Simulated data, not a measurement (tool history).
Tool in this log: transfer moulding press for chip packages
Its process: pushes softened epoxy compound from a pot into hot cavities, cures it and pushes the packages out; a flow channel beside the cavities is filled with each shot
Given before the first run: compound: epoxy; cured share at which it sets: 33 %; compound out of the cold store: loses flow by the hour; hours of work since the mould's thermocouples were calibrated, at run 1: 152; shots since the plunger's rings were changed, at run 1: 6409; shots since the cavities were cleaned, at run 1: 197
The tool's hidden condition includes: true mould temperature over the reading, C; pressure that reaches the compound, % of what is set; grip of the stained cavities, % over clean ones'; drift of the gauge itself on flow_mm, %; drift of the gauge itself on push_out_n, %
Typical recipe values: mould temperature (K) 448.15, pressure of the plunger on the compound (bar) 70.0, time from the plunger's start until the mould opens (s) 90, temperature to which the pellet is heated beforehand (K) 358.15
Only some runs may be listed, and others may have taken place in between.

run    day  mould temperature (K)  pressure of the plunger on the compound (bar)  time from the plunger's start until the mould opens (s)  temperature to which the pellet is heated beforehand (K)  hours of work since the mould's thermocouples were calibrated  shots since the plunger's rings were changed  shots since the cavities were cleaned  incoming compound's hours out of the cold store  length that the compound runs in the flow channel (mm)  greatest force on the pins that push the packages out (N)
  1  0.000                 448.15                                           70.0                                                       90                                                    358.15                                                            152                                          6409                                    197                                             25.9                                                     732                                                        709
  2  0.321                 448.15                                           70.0                                                       90                                                    358.15                                                            155                                          6479                                    267                                             19.9                                                     731                                                        773
  3  0.742                 441.15                                           70.0                                                       90                                                    358.15                                                            160                                          6571                                    359                                             12.8                                                     786                                                       1336
  4  0.971                 441.15                                           70.0                                                       90                                                    358.15                                                            163                                          6622                                    410                                             25.7                                                     732                                                       1276
  5  1.271                 448.15                                           83.1                                                       90                                                    358.15                                                            166                                          6687                                    475                                             39.1                                                     737                                                        795
     1.421  -- cavities cleaned with cleaning compound and waxed
  6  1.792                 447.15                                           70.0                                                       90                                                    358.15                                                            171                                          6788                                     82                                             42.6                                                     667                                                        928
     2.246  -- plunger's sealing rings changed
  7  2.329                 448.15                                           70.0                                                       90                                                    358.15                                                            176                                            18                                    176                                             15.7                                                     805                                                        948
  8  2.608                 448.15                                           70.0                                                       90                                                    358.15                                                            179                                            80                                    238                                             45.9                                                     708                                                        889
  9  2.996                 448.15                                           70.0                                                       90                                                    358.15                                                            184                                           164                                    322                                              9.9                                                     824                                                        946
 10  3.288                 448.15                                           70.0                                                       90                                                    358.15                                                            187                                           228                                    386                                             18.4                                                     794                                                        916
 11  3.529                 456.15                                           70.0                                                       90                                                    358.15                                                            190                                           281                                    439                                             21.0                                                     767                                                        711
     3.846  -- cavities cleaned with cleaning compound and waxed
 12  3.846                 448.15                                           70.0                                                       90                                                    358.15                                                            192                                           336                                      0                                             38.2                                                     721                                                        544
     4.162  -- cavities cleaned with cleaning compound and waxed, once more
 13  4.288                 448.15                                           70.0                                                       90                                                    358.15                                                            197                                           419                                     27                                             39.0                                                     711                                                        554
 14  4.538                 456.15                                           70.0                                                       85                                                    365.15                                                            199                                           474                                     82                                             14.6                                                     776                                                        499
 15  5.021                 449.15                                           61.3                                                       89                                                    361.15                                                            205                                           580                                    188                                             13.3                                                     744                                                        680
 16  5.358                 456.15                                           70.0                                                      127                                                    358.15                                                            209                                           654                                    262                                             27.1                                                     738                                                        506
 17  5.617                 456.15                                           70.0                                                      127                                                    358.15                                                            212                                           711                                    319                                             26.3                                                     744                                                        547
 18  5.850                 448.15                                           81.8                                                       76                                                    358.15                                                            214                                           761                                    369                                             39.2                                                     764                                                       1088
 19  6.138                 454.15                                           55.0                                                       90                                                    367.15                                                            217                                           825                                    433                                             24.5                                                     667                                                        617
     6.475  -- cavities cleaned with cleaning compound and waxed
 20  6.525                 443.15                                           55.0                                                       74                                                    366.15                                                            221                                           896                                     11                                             22.2                                                     700                                                       1256
 21  6.788                 445.15                                           53.0                                                       90                                                    358.15                                                            224                                           954                                     69                                             41.8                                                     620                                                        712
 22  7.012                 445.15                                           53.0                                                       90                                                    358.15                                                            227                                          1002                                    117                                             28.5                                                     659                                                        777
 23  7.275                 445.15                                           86.7                                                      125                                                    350.15                                                            230                                          1060                                    175                                             12.0                                                     906                                                        513
 24  7.729                 453.15                                           53.4                                                       84                                                    355.15                                                            235                                          1159                                    274                                             10.2                                                     695                                                        677
 25  8.046                 442.15                                           54.8                                                       90                                                    353.15                                                            238                                          1228                                    343                                             10.4                                                     733                                                       1234
 26  8.425                 441.15                                           57.5                                                       90                                                    353.15                                                            242                                          1311                                    426                                             24.2                                                     708                                                       1316

3 options for the next run, each taken on its own from the tool as it stands now. Forecast them:
     8.812  -- cavities cleaned with cleaning compound and waxed
  A  8.842                 443.15                                           71.6                                                      100                                                    358.15                                                            246                                          1389                                      6                                             29.7                                                       ?                                                          ?
     8.812  -- cavities cleaned with cleaning compound and waxed
  B  8.842                 451.15                                           62.3                                                      120                                                    353.15                                                            246                                          1389                                      6                                             13.5                                                       ?                                                          ?
     8.812  -- cavities cleaned with cleaning compound and waxed
  C  8.842                 440.15                                           58.5                                                       90                                                    349.15                                                            246                                          1389                                      6                                             38.4                                                       ?                                                          ?

run  length that the compound runs in the flow channel (mm)  greatest force on the pins that push the packages out (N)
  A                                                     746                                                        648
  B                                                     753                                                        450
  C                                                     664                                                       1024
Without the tool's unlogged condition, the same runs would have read:
run  length that the compound runs in the flow channel (mm)  greatest force on the pins that push the packages out (N)
  A                                                     754                                                        590
  B                                                     761                                                        425
  C                                                     671                                                        928
